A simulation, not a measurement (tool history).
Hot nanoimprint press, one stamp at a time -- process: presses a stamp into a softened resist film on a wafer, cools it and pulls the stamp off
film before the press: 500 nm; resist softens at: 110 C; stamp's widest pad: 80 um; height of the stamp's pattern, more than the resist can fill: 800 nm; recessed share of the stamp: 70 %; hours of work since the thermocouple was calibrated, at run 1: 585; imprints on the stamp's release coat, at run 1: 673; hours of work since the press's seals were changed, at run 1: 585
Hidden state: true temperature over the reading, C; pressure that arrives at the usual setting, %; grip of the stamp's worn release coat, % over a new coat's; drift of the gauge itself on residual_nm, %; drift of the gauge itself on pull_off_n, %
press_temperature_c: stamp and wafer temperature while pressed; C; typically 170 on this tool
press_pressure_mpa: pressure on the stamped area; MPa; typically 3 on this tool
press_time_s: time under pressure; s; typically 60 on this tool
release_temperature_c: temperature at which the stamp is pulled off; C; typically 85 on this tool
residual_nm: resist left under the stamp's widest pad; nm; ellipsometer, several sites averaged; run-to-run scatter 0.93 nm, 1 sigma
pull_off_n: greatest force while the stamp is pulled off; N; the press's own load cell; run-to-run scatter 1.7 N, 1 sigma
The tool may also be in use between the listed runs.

run,hour,press_temperature_c,press_pressure_mpa,press_time_s,release_temperature_c,hours of work since the thermocouple was calibrated,imprints on the stamp's release coat,hours of work since the press's seals were changed,residual_nm,pull_off_n
1,0,170,3,60,85,585,673,585,295.6,154
# hour 24.5: plate thermocouple calibrated
# hour 32.5: press's hydraulic seals changed and the load cell set to zero
2,71.6,170,3,42,85,24,839,24,337.4,159
3,148,173,3,60,85,71,1048,71,265.2,163
# hour 196.2: stamp cleaned and given a new release coat
4,231.9,173,3,60,85,119,98,119,266.3,140
5,274.2,182,3,60,85,145,213,145,168,144
6,323.7,170,3,60,85,175,349,175,312.1,149
7,403.7,170,3,60,85,224,568,224,313.2,154
# hour 431.8: plate thermocouple calibrated, once more
8,459.8,170,3,60,85,17,713,257,281.8,150
9,532.6,170,3,60,85,62,912,301,285.5,154
10,589.5,170,3,60,85,97,1068,336,285.2,159
# hour 629.1: stamp cleaned and given a new release coat
11,629.1,170,3,60,85,117,0,357,285,130
12,679.1,170,3,60,85,148,137,388,287,135
13,733.4,170,3,60,85,181,286,421,288.7,135
14,798.3,170,3,60,85,221,463,461,288.8,145
15,846.3,170,3,60,85,251,595,490,291.8,148
16,905.8,170,3,60,85,287,758,527,291.5,152
17,982,170,2.52,41,79,334,966,573,348.8,182
# hour 1030.2: press's hydraulic seals changed and the load cell set to zero
18,1044.2,170,2.52,41,79,367,1115,9,348,184
# hour 1066.9: stamp cleaned and given a new release coat
19,1112.1,172,4,72,85,405,124,47,216,132
20,1175,172,4,72,85,444,296,85,216.7,139
21,1238.9,172,4,72,85,483,472,124,218.3,146

The next listed run, before its measurement:
22,1301.6,170,3,60,82,521,643,163,?,?

residual_nm: 296.9 nm
pull_off_n: 159 N
If the tool had no hidden condition, the same run with the same run-to-run variation would have returned residual_nm 275.6 nm, pull_off_n 136 N.

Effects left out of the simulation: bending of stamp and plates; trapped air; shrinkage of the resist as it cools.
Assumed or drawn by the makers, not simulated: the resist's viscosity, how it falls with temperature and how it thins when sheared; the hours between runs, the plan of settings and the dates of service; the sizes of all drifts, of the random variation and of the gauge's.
